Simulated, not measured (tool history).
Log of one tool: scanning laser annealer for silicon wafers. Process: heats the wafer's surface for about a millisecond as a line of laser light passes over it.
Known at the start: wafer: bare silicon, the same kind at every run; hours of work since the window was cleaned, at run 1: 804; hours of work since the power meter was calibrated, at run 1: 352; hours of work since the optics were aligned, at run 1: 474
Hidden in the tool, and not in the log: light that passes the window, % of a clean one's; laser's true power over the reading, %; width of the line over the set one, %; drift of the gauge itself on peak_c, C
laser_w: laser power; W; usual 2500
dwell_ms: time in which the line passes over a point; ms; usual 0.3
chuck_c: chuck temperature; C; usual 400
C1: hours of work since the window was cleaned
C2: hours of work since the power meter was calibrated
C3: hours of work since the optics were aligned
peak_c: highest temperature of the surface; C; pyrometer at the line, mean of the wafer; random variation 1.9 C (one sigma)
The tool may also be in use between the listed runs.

run 1 hour=0 | laser_w=2500 dwell_ms=0.3 chuck_c=400 | C1=804 C2=352 C3=474 | peak_c=1221
run 2 hour=35.9 | laser_w=2500 dwell_ms=0.3 chuck_c=400 | C1=826 C2=374 C3=496 | peak_c=1220
run 3 hour=64.1 | laser_w=2500 dwell_ms=0.3 chuck_c=400 | C1=843 C2=391 C3=513 | peak_c=1224
run 4 hour=105.2 | laser_w=2500 dwell_ms=0.3 chuck_c=400 | C1=868 C2=416 C3=538 | peak_c=1224
run 5 hour=126.7 | laser_w=2500 dwell_ms=0.3 chuck_c=400 | C1=881 C2=429 C3=551 | peak_c=1222
run 6 hour=162.1 | laser_w=2500 dwell_ms=0.3 chuck_c=400 | C1=903 C2=451 C3=573 | peak_c=1221
-- hour=181 window over the wafer cleaned
run 7 hour=191.3 | laser_w=2500 dwell_ms=0.3 chuck_c=400 | C1=6 C2=467 C3=589 | peak_c=1221
run 8 hour=212 | laser_w=2500 dwell_ms=0.3 chuck_c=400 | C1=19 C2=480 C3=602 | peak_c=1224
run 9 hour=254.3 | laser_w=2500 dwell_ms=0.3 chuck_c=397 | C1=45 C2=506 C3=628 | peak_c=1220
run 10 hour=274.9 | laser_w=2500 dwell_ms=0.3 chuck_c=397 | C1=57 C2=518 C3=640 | peak_c=1219
run 11 hour=315 | laser_w=2500 dwell_ms=0.225 chuck_c=400 | C1=82 C2=543 C3=665 | peak_c=1102
run 12 hour=360 | laser_w=2500 dwell_ms=0.308 chuck_c=373 | C1=109 C2=570 C3=692 | peak_c=1209
run 13 hour=400.3 | laser_w=2629 dwell_ms=0.3 chuck_c=439 | C1=134 C2=595 C3=717 | peak_c=1306
run 14 hour=427.5 | laser_w=2142 dwell_ms=0.3 chuck_c=439 | C1=150 C2=611 C3=733 | peak_c=1141
run 15 hour=476.7 | laser_w=2142 dwell_ms=0.223 chuck_c=411 | C1=180 C2=641 C3=763 | peak_c=1007
run 16 hour=519.1 | laser_w=2606 dwell_ms=0.332 chuck_c=385 | C1=206 C2=667 C3=789 | peak_c=1297
run 17 hour=552.2 | laser_w=2606 dwell_ms=0.332 chuck_c=385 | C1=226 C2=687 C3=809 | peak_c=1290
run 18 hour=596.7 | laser_w=2355 dwell_ms=0.332 chuck_c=434 | C1=253 C2=714 C3=836 | peak_c=1256
run 19 hour=640.1 | laser_w=2355 dwell_ms=0.332 chuck_c=434 | C1=280 C2=741 C3=863 | peak_c=1256
run 20 hour=669.6 | laser_w=2355 dwell_ms=0.332 chuck_c=434 | C1=298 C2=759 C3=881 | peak_c=1253
run 21 hour=710.5 | laser_w=2684 dwell_ms=0.3 chuck_c=400 | C1=323 C2=784 C3=906 | peak_c=1285
run 22 hour=747.8 | laser_w=2188 dwell_ms=0.3 chuck_c=430 | C1=345 C2=807 C3=929 | peak_c=1148

Forecast each of these 3 alternatives for the next run:
run A hour=775.2 | laser_w=2188 dwell_ms=0.296 chuck_c=417 | C1=362 C2=823 C3=945 | peak_c=?
run B hour=775.2 | laser_w=2478 dwell_ms=0.252 chuck_c=377 | C1=362 C2=823 C3=945 | peak_c=?
run C hour=775.2 | laser_w=2678 dwell_ms=0.3 chuck_c=437 | C1=362 C2=823 C3=945 | peak_c=?

run=A peak_c=1127
run=B peak_c=1119
run=C peak_c=1321
Without the tool's hidden state the same runs would have given:
run=A peak_c=1127
run=B peak_c=1119
run=C peak_c=1321
